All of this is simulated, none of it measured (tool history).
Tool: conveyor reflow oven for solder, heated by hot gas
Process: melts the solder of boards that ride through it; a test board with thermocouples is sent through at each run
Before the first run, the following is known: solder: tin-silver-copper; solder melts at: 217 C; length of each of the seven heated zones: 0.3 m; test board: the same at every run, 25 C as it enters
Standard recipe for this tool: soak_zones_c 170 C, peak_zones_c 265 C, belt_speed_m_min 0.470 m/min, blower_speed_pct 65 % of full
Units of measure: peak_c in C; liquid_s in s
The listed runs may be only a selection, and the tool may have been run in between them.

| run | hour | soak_zones_c | peak_zones_c | belt_speed_m_min | blower_speed_pct | peak_c | liquid_s |
|---|---|---|---|---|---|---|---|
| 1 | 0.0 | 170 | 265 | 0.470 | 65 | 242.7 | 46.0 |
| 2 | 32.0 | 170 | 265 | 0.470 | 57 | 239.9 | 41.9 |
| 3 | 71.0 | 170 | 265 | 0.470 | 65 | 242.0 | 45.1 |
| 4 | 110.7 | 170 | 265 | 0.470 | 51 | 237.2 | 37.7 |
| 5 | 142.1 | 170 | 265 | 0.470 | 51 | 236.6 | 37.6 |
|  | 178.2 | flux residue cleaned out of gas plates and filters |
| 6 | 197.4 | 170 | 265 | 0.470 | 72 | 248.2 | 52.6 |
| 7 | 234.4 | 170 | 265 | 0.470 | 72 | 247.7 | 51.3 |
| 8 | 272.2 | 170 | 265 | 0.470 | 72 | 247.3 | 51.1 |
| 9 | 305.9 | 170 | 265 | 0.553 | 65 | 238.5 | 34.6 |
| 10 | 350.3 | 170 | 265 | 0.553 | 65 | 239.0 | 33.7 |
| 11 | 406.8 | 170 | 265 | 0.442 | 69 | 248.0 | 55.9 |

Estimate the outcome of run 12 from the log above:
| 12 | 459.9 | 169 | 265 | 0.470 | 81 | ? | ? |

{"run 12": {"peak_c": 248.2, "liquid_s": 52.2}}
Without the tool's hidden state the same run would have given peak_c 249.1 C, liquid_s 53.4 s.
